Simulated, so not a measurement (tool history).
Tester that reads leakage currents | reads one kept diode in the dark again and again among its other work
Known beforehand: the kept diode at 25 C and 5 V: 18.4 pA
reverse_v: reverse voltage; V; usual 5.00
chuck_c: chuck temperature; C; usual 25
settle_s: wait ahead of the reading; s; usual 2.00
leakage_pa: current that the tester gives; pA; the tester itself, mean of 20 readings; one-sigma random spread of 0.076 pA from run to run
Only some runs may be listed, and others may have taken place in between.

run 1 day=0.000 | reverse_v=5.00 chuck_c=25 settle_s=2.00 | leakage_pa=31.08
run 2 day=1.904 | reverse_v=5.00 chuck_c=25 settle_s=2.00 | leakage_pa=31.17
run 3 day=3.575 | reverse_v=5.00 chuck_c=25 settle_s=2.00 | leakage_pa=31.33
run 4 day=5.838 | reverse_v=5.00 chuck_c=25 settle_s=2.00 | leakage_pa=31.48
-- day=6.342 probe card cleaned and baked
run 5 day=8.104 | reverse_v=5.00 chuck_c=25 settle_s=2.00 | leakage_pa=17.55
run 6 day=10.350 | reverse_v=5.00 chuck_c=25 settle_s=2.00 | leakage_pa=17.72
run 7 day=12.271 | reverse_v=3.90 chuck_c=25 settle_s=2.00 | leakage_pa=15.57
run 8 day=14.771 | reverse_v=3.90 chuck_c=25 settle_s=2.00 | leakage_pa=15.64
run 9 day=17.304 | reverse_v=5.00 chuck_c=25 settle_s=2.00 | leakage_pa=18.05
run 10 day=19.483 | reverse_v=5.00 chuck_c=25 settle_s=2.00 | leakage_pa=18.19
run 11 day=22.288 | reverse_v=5.00 chuck_c=25 settle_s=2.00 | leakage_pa=18.34
run 12 day=24.321 | reverse_v=5.00 chuck_c=25 settle_s=2.00 | leakage_pa=18.36
run 13 day=26.733 | reverse_v=5.00 chuck_c=25 settle_s=2.00 | leakage_pa=18.42
run 14 day=29.471 | reverse_v=5.00 chuck_c=25 settle_s=2.00 | leakage_pa=18.68
run 15 day=32.029 | reverse_v=5.00 chuck_c=25 settle_s=0.59 | leakage_pa=20.28
run 16 day=33.692 | reverse_v=5.00 chuck_c=25 settle_s=0.59 | leakage_pa=20.37
run 17 day=36.571 | reverse_v=5.00 chuck_c=25 settle_s=0.59 | leakage_pa=20.56
run 18 day=38.783 | reverse_v=5.00 chuck_c=25 settle_s=0.59 | leakage_pa=20.29
run 19 day=40.412 | reverse_v=5.00 chuck_c=25 settle_s=0.59 | leakage_pa=20.58
run 20 day=42.862 | reverse_v=5.00 chuck_c=25 settle_s=0.64 | leakage_pa=20.48
run 21 day=44.379 | reverse_v=5.00 chuck_c=25 settle_s=2.33 | leakage_pa=19.16
run 22 day=46.771 | reverse_v=1.19 chuck_c=27 settle_s=6.59 | leakage_pa=9.47
-- day=48.788 chuck's temperature calibrated
run 23 day=49.504 | reverse_v=1.19 chuck_c=27 settle_s=6.59 | leakage_pa=10.75
run 24 day=50.817 | reverse_v=1.19 chuck_c=24 settle_s=6.59 | leakage_pa=8.82
run 25 day=52.362 | reverse_v=11.29 chuck_c=36 settle_s=6.59 | leakage_pa=71.89
run 26 day=54.367 | reverse_v=5.00 chuck_c=25 settle_s=0.35 | leakage_pa=25.15
run 27 day=57.475 | reverse_v=5.00 chuck_c=51 settle_s=1.69 | leakage_pa=121.24
run 28 day=59.400 | reverse_v=1.50 chuck_c=35 settle_s=1.69 | leakage_pa=21.88

What does the tool deliver on the next run?
run 29 day=62.233 | reverse_v=1.21 chuck_c=38 settle_s=1.69 | leakage_pa=?

leakage_pa: 23.80 pA
Take away the tool's hidden state, keep the run-to-run variation as it was, and the same run would have given leakage_pa 23.15 pA.

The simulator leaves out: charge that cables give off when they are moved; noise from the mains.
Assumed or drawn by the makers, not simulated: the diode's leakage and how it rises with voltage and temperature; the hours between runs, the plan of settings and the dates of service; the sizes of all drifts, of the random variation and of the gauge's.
